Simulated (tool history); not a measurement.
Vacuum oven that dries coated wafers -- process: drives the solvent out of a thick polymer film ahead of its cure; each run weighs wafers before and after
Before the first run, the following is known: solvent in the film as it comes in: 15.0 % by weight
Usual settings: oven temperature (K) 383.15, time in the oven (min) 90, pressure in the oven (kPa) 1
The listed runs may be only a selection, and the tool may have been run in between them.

run	day	oven temperature (K)	time in the oven (min)	pressure in the oven (kPa)	solvent left in the film (%)
1	0	383.15	90	1	2.08
2	0.583	369.15	90	1	5.69
3	1.088	369.15	149	1	3.96
4	1.762	369.15	149	1	4.1
5	2.283	369.15	149	1	4.08
6	2.654	369.15	149	1	4.04
7	3.312	369.15	149	1	4.12
8	3.712	369.15	149	1	3.92
9	4.254	369.15	149	1	4.08
10	4.579	369.15	149	1	4.08
11	5.158	369.15	149	1	4.06
12	5.579	369.15	149	1	4.03
13	6.067	369.15	149	1	4.08
14	6.492	383.15	90	1	2.07
15	6.842	383.15	90	1	2.17
16	7.142	383.15	90	1	2.16
17	7.679	383.15	90	1	2.11
18	8.175	383.15	90	2.9	4.81
19	8.45	383.15	90	2.9	4.94
20	9.125	383.15	90	1	2.22
21	9.708	383.15	90	0.61	1.67
22	10	383.15	90	0.61	1.61
23	10.638	383.15	90	0.61	1.55
24	11.246	383.15	90	0.61	1.51
# day 11.383: oven's thermocouples calibrated
25	11.938	383.15	90	0.61	1.6
26	12.588	383.15	90	1.72	3.09
27	12.875	383.15	90	1.72	3.09
28	13.208	381.15	70	0.57	2.26
29	13.729	389.15	89	1.56	2.16
# day 13.862: oven's thermocouples calibrated, once more
30	14.379	389.15	109	1.61	2.22
31	14.929	390.15	78	1	1.72
32	15.408	390.15	78	1	1.65
33	15.775	390.15	78	1	1.65
34	16.404	375.15	78	1.94	6.37
35	17	369.15	90	0.56	5.38
36	17.621	369.15	90	0.56	5.46
37	18.062	372.15	73	1	5.96
38	18.488	383.15	90	0.83	2.2
39	19.079	394.15	134	1	1.34
40	19.492	394.15	134	1	1.36
41	19.846	383.15	90	1.6	3.36
42	20.246	383.15	90	1.63	3.37
43	20.858	383.15	108	0.55	1.46
44	21.362	383.15	73	1.21	3.23
45	21.792	383.15	73	1.21	3.07
46	22.204	377.15	118	1	3.07
47	22.633	383.15	81	1	2.62
48	23.162	383.15	81	1	2.63

Here are 3 independent what-if runs from the current tool condition. What would each one return?
A	23.467	386.15	87	1.38	?
B	23.467	381.15	81	1	?
C	23.467	383.15	81	3.98	?

run	solvent left in the film (%)
A	2.48
B	3.13
C	6.94
Stripped of hidden state, with their random variation kept, the same runs would have yielded:
run	solvent left in the film (%)
A	2.17
B	2.76
C	6.57
